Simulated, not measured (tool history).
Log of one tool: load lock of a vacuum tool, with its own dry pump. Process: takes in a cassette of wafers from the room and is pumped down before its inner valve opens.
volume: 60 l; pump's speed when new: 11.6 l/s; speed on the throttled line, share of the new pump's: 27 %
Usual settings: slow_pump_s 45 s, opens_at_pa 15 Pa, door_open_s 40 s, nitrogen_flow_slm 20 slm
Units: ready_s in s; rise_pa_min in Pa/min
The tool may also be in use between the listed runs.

run    hour  slow_pump_s  opens_at_pa  door_open_s  nitrogen_flow_slm  incoming humidity of the room's air, %  ready_s  rise_pa_min
  1       0           45           15           40                 20                                    44.1     81.4        0.093
  2    79.6           45           15           40                 20                                    47.2     81.1        0.096
  3   198.5           45           15           40                 20                                      47     81.2        0.094
  4   285.6           45           15           40                 12                                    43.6     80.9        0.099
  5   474.2           45           15           40                 20                                    44.6     82.7        0.097
  6   563.2           45           15           40                 20                                    44.3     81.3        0.097
  7   685.9           45           15           40                 20                                    47.7     81.6        0.107
  8   812.4           37           15           40                 20                                    47.2     75.1        0.108
  9   967.8           29           15           40                 20                                    45.5     70.9        0.104
 10  1109.5           29           15           40                 20                                    41.8     69.9        0.104
 11  1211.2           29           15           40                 20                                    46.3     70.2        0.114
 12    1378           29           15           40                 20                                    46.8     70.2        0.112
 13  1479.1           29           15           40                 20                                      44     70.9        0.114
 14  1619.3           29           19           40                 30                                    47.3     68.7        0.115
 15    1763           29           19           40                 30                                    41.3       70        0.106
 16  1932.1           45           10           40                 37                                    44.7     83.7        0.114
 17  2092.3           45           20           40                 20                                    44.4     79.1         0.13
 18  2219.8           45           29           40                 20                                    44.2     77.6        0.129
 19  2344.5           23           28           36                 20                                    46.1     63.7        0.123
 20  2434.3           23           13           36                 20                                      46     67.3        0.132
 21  2524.3           62           13           31                 20                                    43.5     96.3        0.127
 22  2619.8           62           13           31                 20                                      45     95.4        0.128
 23  2763.7           30           13           81                 20                                    47.9     73.3        0.154
 24  2935.2           49           22           38                 42                                      46     83.5        0.133
 25  3025.4           84           13           74                 42                                    39.8    111.1        0.139
 26  3163.9           84           13           74                 42                                    45.4    110.5        0.148

3 ways to go on from here, each from the tool as it stands after run 26. What would each give?
  A  3340.3           84           13           75                 42                                    47.6        ?            ?
  B  3340.3           45           15           60                 12                                    43.7        ?            ?
  C  3340.3           45           15           40                  8                                    46.1        ?            ?

run  ready_s  rise_pa_min
  A    110.8        0.146
  B     82.2        0.159
  C     81.5        0.159
Without the tool's hidden state the same runs would have given:
run  ready_s  rise_pa_min
  A    107.9        0.035
  B     78.1        0.049
  C     77.4        0.049

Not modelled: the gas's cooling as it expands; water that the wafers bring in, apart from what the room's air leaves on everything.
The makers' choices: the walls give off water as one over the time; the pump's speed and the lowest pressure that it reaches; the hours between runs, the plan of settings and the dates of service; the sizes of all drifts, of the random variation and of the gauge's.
